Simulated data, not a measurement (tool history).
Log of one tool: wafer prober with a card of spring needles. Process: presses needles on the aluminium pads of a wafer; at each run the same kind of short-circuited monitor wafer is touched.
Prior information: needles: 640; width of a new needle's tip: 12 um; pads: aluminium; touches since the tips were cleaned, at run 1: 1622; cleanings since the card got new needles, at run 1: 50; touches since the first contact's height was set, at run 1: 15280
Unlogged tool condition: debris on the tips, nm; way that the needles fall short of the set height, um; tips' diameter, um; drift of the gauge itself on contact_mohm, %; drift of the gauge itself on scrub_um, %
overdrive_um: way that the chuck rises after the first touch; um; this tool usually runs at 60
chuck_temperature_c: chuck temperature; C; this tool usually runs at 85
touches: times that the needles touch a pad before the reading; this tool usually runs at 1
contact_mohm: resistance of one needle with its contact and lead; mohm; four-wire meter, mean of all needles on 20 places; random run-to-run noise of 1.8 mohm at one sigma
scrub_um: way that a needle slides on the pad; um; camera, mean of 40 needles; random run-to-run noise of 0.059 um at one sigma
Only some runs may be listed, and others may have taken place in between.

run     day  overdrive_um  chuck_temperature_c  touches  touches since the tips were cleaned  cleanings since the card got new needles  touches since the first contact's height was set  contact_mohm  scrub_um
  1   0.000            60                   85        1                                 1622                                        50                                             15280           193     10.85
      0.188  -- tips cleaned on abrasive film
      0.438  -- tips cleaned on abrasive film
      0.750  -- tips cleaned on abrasive film
      1.058  -- tips cleaned on abrasive film
      1.371  -- tips cleaned on abrasive film
  2   1.458            60                   45        1                                 1319                                        55                                             36632           185     10.91
      1.650  -- tips cleaned on abrasive film
      1.896  -- tips cleaned on abrasive film
      2.208  -- tips cleaned on abrasive film
      2.458  -- tips cleaned on abrasive film
      2.771  -- tips cleaned on abrasive film
      3.046  -- tips cleaned on abrasive film
  3   3.046            60                   45        1                                    0                                        61                                             59777           184     10.78
      3.354  -- tips cleaned on abrasive film
      3.667  -- tips cleaned on abrasive film
      3.979  -- tips cleaned on abrasive film
      4.288  -- tips cleaned on abrasive film
  4   4.458            60                   85        1                                 2532                                        65                                             80519           200     10.72
      4.588  -- tips cleaned on abrasive film
      4.896  -- tips cleaned on abrasive film
      5.146  -- tips cleaned on abrasive film
      5.458  -- tips cleaned on abrasive film
      5.767  -- tips cleaned on abrasive film
      6.079  -- tips cleaned on abrasive film
      6.392  -- tips cleaned on abrasive film
      6.700  -- tips cleaned on abrasive film
  5   6.762            60                   85        1                                  907                                        73                                            114207           195     10.68
      7.012  -- tips cleaned on abrasive film
      7.325  -- tips cleaned on abrasive film
      7.633  -- tips cleaned on abrasive film
      7.946  -- tips cleaned on abrasive film
  6   8.138            60                  120        1                                 2842                                        77                                            134349           205     10.57
      8.204  -- tips cleaned on abrasive film
      8.512  -- tips cleaned on abrasive film
      8.825  -- tips cleaned on abrasive film
      9.133  -- tips cleaned on abrasive film
      9.446  -- tips cleaned on abrasive film
      9.696  -- tips cleaned on abrasive film
  7   9.788            60                  120        1                                 1376                                        83                                            158487           199     10.31
      9.975  -- tips cleaned on abrasive film
     10.288  -- tips cleaned on abrasive film
     10.538  -- tips cleaned on abrasive film
     10.850  -- tips cleaned on abrasive film
     11.100  -- tips cleaned on abrasive film
     11.408  -- tips cleaned on abrasive film
     11.721  -- tips cleaned on abrasive film
     12.033  -- tips cleaned on abrasive film
     12.342  -- tips cleaned on abrasive film
     12.621  -- tips cleaned on abrasive film
  8  12.621            60                  120        1                                    0                                        93                                            199890           199     10.25
     12.696  -- height of the first contact set anew
     12.946  -- tips cleaned on abrasive film
     13.196  -- tips cleaned on abrasive film
     13.504  -- tips cleaned on abrasive film
     13.817  -- tips cleaned on abrasive film
     14.067  -- tips cleaned on abrasive film
     14.375  -- tips cleaned on abrasive film
     14.688  -- tips cleaned on abrasive film
     15.000  -- tips cleaned on abrasive film
  9  15.158            60                  120        1                                 2378                                       101                                             36068           203     10.88
     15.288  -- tips cleaned on abrasive film
     15.533  -- tips cleaned on abrasive film
     15.846  -- tips cleaned on abrasive film
     16.158  -- tips cleaned on abrasive film
     16.408  -- tips cleaned on abrasive film
 10  16.638            60                   85        1                                 3452                                       106                                             57730           199     10.86
     16.704  -- tips cleaned on abrasive film
     16.954  -- tips cleaned on abrasive film
     17.267  -- tips cleaned on abrasive film
     17.517  -- tips cleaned on abrasive film
     17.825  -- tips cleaned on abrasive film
     18.138  -- tips cleaned on abrasive film
     18.388  -- tips cleaned on abrasive film
     18.700  -- tips cleaned on abrasive film
     19.008  -- tips cleaned on abrasive film
     19.321  -- tips cleaned on abrasive film
 11  19.417            69                   85        2                                 1444                                       116                                             98329           190     12.40
     19.604  -- tips cleaned on abrasive film
     19.917  -- tips cleaned on abrasive film
     20.229  -- tips cleaned on abrasive film
     20.538  -- tips cleaned on abrasive film
     20.850  -- tips cleaned on abrasive film
     21.162  -- tips cleaned on abrasive film
     21.408  -- tips cleaned on abrasive film
     21.721  -- tips cleaned on abrasive film
     21.971  -- tips cleaned on abrasive film
 12  21.971            51                   41        2                                    0                                       125                                            135669           190      8.86
     22.279  -- tips cleaned on abrasive film
     22.592  -- tips cleaned on abrasive film
     22.842  -- tips cleaned on abrasive film
     23.154  -- tips cleaned on abrasive film
     23.462  -- tips cleaned on abrasive film
     23.775  -- tips cleaned on abrasive film
     24.088  -- tips cleaned on abrasive film
     24.338  -- tips cleaned on abrasive film
     24.646  -- tips cleaned on abrasive film
     24.912  -- tips cleaned on abrasive film
 13  24.912            50                   40        1                                    0                                       135                                            178700           184      8.52
     25.225  -- tips cleaned on abrasive film
     25.533  -- tips cleaned on abrasive film
     25.846  -- tips cleaned on abrasive film
     26.158  -- tips cleaned on abrasive film
     26.417  -- height of the first contact set anew
     26.479  -- tips cleaned on abrasive film
     26.729  -- tips cleaned on abrasive film
 14  26.775            70                   42        2                                  679                                       141                                              5233           184     12.80
     27.025  -- tips cleaned on abrasive film
     27.338  -- tips cleaned on abrasive film
     27.646  -- tips cleaned on abrasive film
     27.958  -- tips cleaned on abrasive film
     28.208  -- tips cleaned on abrasive film
     28.521  -- tips cleaned on abrasive film
     28.829  -- tips cleaned on abrasive film
     29.096  -- tips cleaned on abrasive film
 15  29.096            65                   72        1                                    0                                       149                                             39161           188     11.85
     29.408  -- tips cleaned on abrasive film
     29.658  -- tips cleaned on abrasive film
     29.967  -- tips cleaned on abrasive film
     30.217  -- tips cleaned on abrasive film
 16  30.396            50                   72        2                                 2680                                       153                                             58230           201      8.97
     30.525  -- tips cleaned on abrasive film
     30.775  -- tips cleaned on abrasive film
     31.083  -- tips cleaned on abrasive film
     31.333  -- tips cleaned on abrasive film
     31.646  -- tips cleaned on abrasive film
     31.958  -- tips cleaned on abrasive film
     32.267  -- tips cleaned on abrasive film
     32.579  -- tips cleaned on abrasive film
 17  32.808            50                   72        2                                 3425                                       161                                             93526           202      8.95
     32.875  -- tips cleaned on abrasive film
     33.188  -- tips cleaned on abrasive film
     33.496  -- tips cleaned on abrasive film
     33.808  -- tips cleaned on abrasive film
     34.121  -- tips cleaned on abrasive film
     34.367  -- tips cleaned on abrasive film
     34.679  -- tips cleaned on abrasive film
     34.992  -- tips cleaned on abrasive film
 18  35.204            50                   72        2                                 3163                                       169                                            128558           199      8.78
     35.271  -- tips cleaned on abrasive film
     35.579  -- tips cleaned on abrasive film
     35.892  -- tips cleaned on abrasive film
     36.204  -- tips cleaned on abrasive film
     36.454  -- tips cleaned on abrasive film
     36.762  -- tips cleaned on abrasive film
     37.012  -- tips cleaned on abrasive film
     37.325  -- tips cleaned on abrasive film
 19  37.358            43                   32        2                                  503                                       177                                            160021           191      7.34
     37.608  -- tips cleaned on abrasive film
     37.917  -- tips cleaned on abrasive film
     38.167  -- tips cleaned on abrasive film
     38.479  -- tips cleaned on abrasive film
     38.792  -- tips cleaned on abrasive film
     39.100  -- tips cleaned on abrasive film
     39.412  -- tips cleaned on abrasive film
     39.725  -- tips cleaned on abrasive film
     40.033  -- tips cleaned on abrasive film
     40.171  -- height of the first contact set anew
 20  40.212            43                   32        2                                 2462                                       186                                               640           193      7.99

Alternative continuations, all from the tool just after run 20; predict every row:
     40.338  -- tips cleaned on abrasive film
     40.650  -- tips cleaned on abrasive film
     40.962  -- tips cleaned on abrasive film
     41.271  -- tips cleaned on abrasive film
     41.521  -- tips cleaned on abrasive film
     41.788  -- tips cleaned on abrasive film
  A  41.788            43                   87        2                                    0                                       192                                             23668             ?         ?
     40.338  -- tips cleaned on abrasive film
     40.650  -- tips cleaned on abrasive film
     40.962  -- tips cleaned on abrasive film
     41.271  -- tips cleaned on abrasive film
     41.521  -- tips cleaned on abrasive film
     41.788  -- tips cleaned on abrasive film
  B  41.788            63                   32        1                                    0                                       192                                             23668             ?         ?
     40.338  -- tips cleaned on abrasive film
     40.650  -- tips cleaned on abrasive film
     40.962  -- tips cleaned on abrasive film
     41.271  -- tips cleaned on abrasive film
     41.521  -- tips cleaned on abrasive film
     41.788  -- tips cleaned on abrasive film
  C  41.788            46                   68        1                                    0                                       192                                             23668             ?         ?

run  contact_mohm  scrub_um
  A           199      7.77
  B           182     11.52
  C           193      8.34
Without the tool's unlogged condition, the same runs would have read:
run  contact_mohm  scrub_um
  A           193      7.88
  B           178     11.63
  C           187      8.45
